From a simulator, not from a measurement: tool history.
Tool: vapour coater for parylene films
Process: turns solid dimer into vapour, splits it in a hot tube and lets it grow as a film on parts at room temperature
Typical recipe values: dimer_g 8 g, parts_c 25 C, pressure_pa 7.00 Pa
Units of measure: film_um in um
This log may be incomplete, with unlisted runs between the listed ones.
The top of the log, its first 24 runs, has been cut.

run,day,dimer_g,parts_c,pressure_pa,film_um
25,58.746,8,19,7.22,6.37
26,61.212,4,34,7.22,2.13
27,63.967,11,33,5.78,6.20
28,66.471,11,33,5.78,6.18
# day 68.146: trap's valve overhauled
29,69.596,11,33,5.78,6.60
30,72.579,4,25,6.43,2.92
31,74.362,9,27,2.94,6.97
32,76.729,5,27,4.05,3.68
33,80.012,4,26,2.23,3.29
34,81.662,7,25,4.59,5.28
35,85.029,7,25,4.59,5.34

Predict each of these 5 candidate next runs independently; none follows another, all start after run 35:
A,87.842,11,25,11.46,?
B,87.842,9,17,7.51,?
C,87.842,7,27,9.88,?
D,87.842,7,28,11.26,?
E,87.842,7,20,4.59,?

run,film_um
A,7.15
B,7.88
C,4.45
D,4.25
E,6.08
With no hidden state in the tool, these same runs would have given:
run,film_um
A,7.24
B,7.97
C,4.51
D,4.30
E,6.16
